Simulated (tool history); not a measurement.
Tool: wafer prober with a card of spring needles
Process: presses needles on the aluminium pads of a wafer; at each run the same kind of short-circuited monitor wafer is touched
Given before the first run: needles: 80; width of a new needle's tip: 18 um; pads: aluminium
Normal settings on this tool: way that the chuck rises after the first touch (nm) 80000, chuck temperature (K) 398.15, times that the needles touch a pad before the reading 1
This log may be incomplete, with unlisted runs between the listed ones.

run   hour  way that the chuck rises after the first touch (nm)  chuck temperature (K)  times that the needles touch a pad before the reading  resistance of one needle with its contact and lead (mohm)  way that a needle slides on the pad (nm)
  1    0.0                                                80000                 398.15                                                      1                                                        128                                     18800
  2   11.3                                                80000                 398.15                                                      1                                                        126                                     18810
      13.8  -- tips cleaned on abrasive film
  3   22.9                                                80000                 398.15                                                      1                                                        125                                     18830
  4   32.6                                                85000                 398.15                                                      1                                                        127                                     19990
      36.3  -- tips cleaned on abrasive film
  5   42.3                                                85000                 398.15                                                      1                                                        126                                     20000
  6   54.7                                                61000                 398.15                                                      1                                                        130                                     14340
      58.8  -- tips cleaned on abrasive film
  7   62.3                                                61000                 398.15                                                      1                                                        129                                     14360
  8   70.8                                                61000                 398.15                                                      1                                                        130                                     14340
      81.2  -- tips cleaned on abrasive film
  9   82.2                                                80000                 398.15                                                      1                                                        127                                     18820
 10   90.8                                                80000                 398.15                                                      1                                                        127                                     18800
 11   99.8                                                80000                 307.15                                                      1                                                        114                                     18810
     103.7  -- tips cleaned on abrasive film
 12  112.7                                                80000                 319.15                                                      1                                                        115                                     18800
 13  124.9                                                83000                 353.15                                                      2                                                        121                                     19520
     126.2  -- tips cleaned on abrasive film
 14  131.1                                                68000                 322.15                                                      1                                                        119                                     15990
 15  141.2                                                68000                 322.15                                                      1                                                        117                                     15970
     148.4  -- tips cleaned on abrasive film
 16  149.2                                                60000                 312.15                                                      2                                                        120                                     14110
 17  159.5                                                60000                 312.15                                                      2                                                        117                                     14130
 18  165.3                                                68000                 331.15                                                      1                                                        117                                     15980
     170.9  -- tips cleaned on abrasive film
 19  172.4                                                68000                 331.15                                                      1                                                        118                                     15990
 20  184.2                                                80000                 352.15                                                      3                                                        119                                     18820
     194.0  -- tips cleaned on abrasive film
 21  194.0                                                65000                 398.15                                                      1                                                        132                                     15280
 22  205.5                                                80000                 378.15                                                      1                                                        123                                     18800

What will run 23 give?
     216.4  -- tips cleaned on abrasive film
 23  216.4                                                78000                 313.15                                                      1                                                          ?                                         ?

resistance of one needle with its contact and lead (mohm): 116
way that a needle slides on the pad (nm): 18360
Had the tool carried no hidden state, the very same run would have given resistance of one needle with its contact and lead (mohm) 116, way that a needle slides on the pad (nm) 18360.
